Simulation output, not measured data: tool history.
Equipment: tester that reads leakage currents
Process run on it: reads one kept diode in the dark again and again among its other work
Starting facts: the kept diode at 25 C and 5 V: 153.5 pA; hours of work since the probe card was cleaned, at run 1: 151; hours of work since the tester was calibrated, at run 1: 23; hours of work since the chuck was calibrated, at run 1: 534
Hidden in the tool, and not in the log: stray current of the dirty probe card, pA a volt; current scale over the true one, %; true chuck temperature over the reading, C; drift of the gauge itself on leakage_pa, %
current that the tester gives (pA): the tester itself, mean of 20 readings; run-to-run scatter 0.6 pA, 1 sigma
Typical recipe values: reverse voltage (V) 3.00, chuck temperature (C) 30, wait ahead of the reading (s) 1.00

run    hour  reverse voltage (V)  chuck temperature (C)  wait ahead of the reading (s)  hours of work since the probe card was cleaned  hours of work since the tester was calibrated  hours of work since the chuck was calibrated  current that the tester gives (pA)
  1     0.0                 3.00                     30                           1.00                                             151                                             23                                           534                              200.20
  2    34.6                 3.00                     30                           1.00                                             165                                             37                                           548                              200.03
  3    77.8                 3.00                     30                           0.83                                             182                                             54                                           565                              200.69
  4   117.2                 3.00                     30                           0.83                                             198                                             70                                           581                              199.60
  5   163.3                 3.00                     45                           1.00                                             217                                             89                                           600                              715.59
  6   212.2                 3.00                     45                           1.00                                             236                                            109                                           620                              717.30
  7   258.5                 6.71                     45                           1.00                                             255                                            128                                           638                              981.91
  8   284.2                 6.71                     45                           1.00                                             266                                            138                                           649                              983.32
  9   321.9                 6.71                     45                           1.00                                             281                                            153                                           664                              983.33
 10   369.6                 3.00                     30                           1.00                                             300                                            172                                           683                              199.95
 11   408.9                 3.00                     30                           1.00                                             316                                            188                                           699                              200.43
 12   433.8                 3.00                     30                           2.86                                             326                                            198                                           709                              199.05
 13   466.0                 3.00                     30                           2.86                                             339                                            211                                           722                              199.46
 14   497.3                 3.00                     30                           2.86                                             352                                            224                                           735                              199.86
 15   528.0                 3.00                     30                           0.38                                             364                                            236                                           747                              202.12
 16   580.0                 9.28                     30                           5.70                                             385                                            257                                           768                              309.05
 17   623.9                 9.28                     30                           5.70                                             403                                            275                                           786                              309.92
 18   670.5                 8.47                     49                           4.12                                             422                                            294                                           805                             1491.63
 19   713.5                 1.50                     35                           0.70                                             439                                            311                                           822                              236.12
 20   758.4                 2.60                     23                           5.91                                             457                                            330                                           840                               99.00
 21   785.1                 2.60                     23                           5.91                                             468                                            340                                           851                               99.05
 22   809.3                 2.15                     35                           8.79                                             478                                            350                                           861                              271.58
 23   849.1                 3.00                     35                           1.00                                             494                                            366                                           877                              310.15
 24   896.1                 2.08                     30                           0.92                                             513                                            385                                           896                              174.14
 25   921.7                 2.78                     30                           0.69                                             523                                            396                                           906                              194.48
 26   967.0                 1.02                     22                           0.56                                             542                                            414                                           925                               63.12
 27  1022.8                 4.59                     58                           0.87                                             564                                            436                                           947                             2345.73
 28  1071.0                 7.14                     30                           1.46                                             584                                            456                                           967                              280.93
 29  1117.3                 7.07                     31                           0.62                                             602                                            475                                           985                              305.66
 30  1141.1                 6.60                     46                           3.43                                             612                                            484                                           995                             1056.48

Consider 3 possible next runs. They are alternatives, not a sequence: every one starts from the tool as it was left by run 30. What does each give?
  A  1183.7                 6.56                     27                           7.40                                             629                                            501                                          1012                                   ?
  B  1183.7                 3.00                     48                           1.00                                             629                                            501                                          1012                                   ?
  C  1183.7                18.10                     46                           3.43                                             629                                            501                                          1012                                   ?

run  current that the tester gives (pA)
  A                              207.43
  B                              916.53
  C                             1559.93
Take away the tool's hidden state, keep each run's random variation, and the runs would have read:
run  current that the tester gives (pA)
  A                              207.20
  B                              915.77
  C                             1558.54

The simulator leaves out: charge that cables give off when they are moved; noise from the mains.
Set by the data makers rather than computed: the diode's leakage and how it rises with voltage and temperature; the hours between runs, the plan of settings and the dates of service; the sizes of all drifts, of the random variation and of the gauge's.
